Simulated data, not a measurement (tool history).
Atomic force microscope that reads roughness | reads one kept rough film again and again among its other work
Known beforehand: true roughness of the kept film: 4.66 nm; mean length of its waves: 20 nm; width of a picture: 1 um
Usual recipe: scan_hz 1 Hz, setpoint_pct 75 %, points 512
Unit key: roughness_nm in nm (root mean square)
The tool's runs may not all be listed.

{"run": 1, "day": 0.0, "scan_hz": 1, "setpoint_pct": 75, "points": 512, "roughness_nm": 3.579}
{"run": 2, "day": 1.596, "scan_hz": 1, "setpoint_pct": 75, "points": 512, "roughness_nm": 3.302}
{"run": 3, "day": 2.925, "scan_hz": 1, "setpoint_pct": 75, "points": 512, "roughness_nm": 3.093}
{"run": 4, "day": 4.104, "scan_hz": 1, "setpoint_pct": 75, "points": 512, "roughness_nm": 3.438}
{"run": 5, "day": 5.638, "scan_hz": 1, "setpoint_pct": 75, "points": 512, "roughness_nm": 3.172}
{"run": 6, "day": 7.388, "scan_hz": 1, "setpoint_pct": 58, "points": 512, "roughness_nm": 3.528}
{"run": 7, "day": 8.196, "scan_hz": 1, "setpoint_pct": 75, "points": 512, "roughness_nm": 3.322}
{"run": 8, "day": 9.879, "scan_hz": 1, "setpoint_pct": 75, "points": 283, "roughness_nm": 2.956}
{"run": 9, "day": 11.062, "scan_hz": 1, "setpoint_pct": 59, "points": 512, "roughness_nm": 3.473}
{"run": 10, "day": 11.929, "scan_hz": 1, "setpoint_pct": 59, "points": 512, "roughness_nm": 3.302}
{"run": 11, "day": 13.104, "scan_hz": 2.4, "setpoint_pct": 75, "points": 390, "roughness_nm": 2.941}
{"run": 12, "day": 13.975, "scan_hz": 2.4, "setpoint_pct": 59, "points": 390, "roughness_nm": 3.59}
{"run": 13, "day": 14.771, "scan_hz": 3.47, "setpoint_pct": 64, "points": 390, "roughness_nm": 3.365}
{"run": 14, "day": 15.754, "scan_hz": 1.32, "setpoint_pct": 64, "points": 820, "roughness_nm": 3.315}
{"run": 15, "day": 16.883, "scan_hz": 1.32, "setpoint_pct": 64, "points": 820, "roughness_nm": 3.112}
{"run": 16, "day": 17.725, "scan_hz": 1.32, "setpoint_pct": 64, "points": 820, "roughness_nm": 3.563}
{"run": 17, "day": 18.779, "scan_hz": 1.24, "setpoint_pct": 84, "points": 498, "roughness_nm": 3.253}
{"run": 18, "day": 19.95, "scan_hz": 0.57, "setpoint_pct": 71, "points": 512, "roughness_nm": 3.17}
{"run": 19, "day": 21.621, "scan_hz": 0.7, "setpoint_pct": 84, "points": 452, "roughness_nm": 3.433}

Not shown: 6 entries that the log had between the listed runs. Between which runs, and how does the tool's hidden state differ before and after?
After run 3, before run 4: new tip fitted (day 3.146)
  radius of the tip, nm: 9.8 -> 6.7; height scale over the true one, %: -0.83 -> -0.85
  the result without the hidden state subtracted from the measured one, roughness_nm: -0.586 -> -0.247 nm (root mean square)
After run 5, before run 6: new tip fitted (day 6.779)
  radius of the tip, nm: 9.2 -> 6.4; height scale over the true one, %: -0.87 -> -0.9
  the result without the hidden state subtracted from the measured one, roughness_nm: -0.531 -> -0.215 nm (root mean square)
After run 8, before run 9: new tip fitted (day 10.304)
  radius of the tip, nm: 10.4 -> 6.8; height scale over the true one, %: -0.93 -> -0.95
  the result without the hidden state subtracted from the measured one, roughness_nm: -0.635 -> -0.274 nm (root mean square)
After run 11, before run 12: new tip fitted (day 13.908)
  radius of the tip, nm: 10.2 -> 5.2; height scale over the true one, %: -0.98 -> -1
  the result without the hidden state subtracted from the measured one, roughness_nm: -0.61 -> -0.063 nm (root mean square)
After run 15, before run 16: new tip fitted (day 17.392)
  radius of the tip, nm: 9.6 -> 6; height scale over the true one, %: -1.04 -> -1.05
  the result without the hidden state subtracted from the measured one, roughness_nm: -0.577 -> -0.168 nm (root mean square)
After run 18, before run 19: new tip fitted (day 21.008)
  radius of the tip, nm: 9.4 -> 6.5; height scale over the true one, %: -1.09 -> -1.11
  the result without the hidden state subtracted from the measured one, roughness_nm: -0.557 -> -0.235 nm (root mean square)

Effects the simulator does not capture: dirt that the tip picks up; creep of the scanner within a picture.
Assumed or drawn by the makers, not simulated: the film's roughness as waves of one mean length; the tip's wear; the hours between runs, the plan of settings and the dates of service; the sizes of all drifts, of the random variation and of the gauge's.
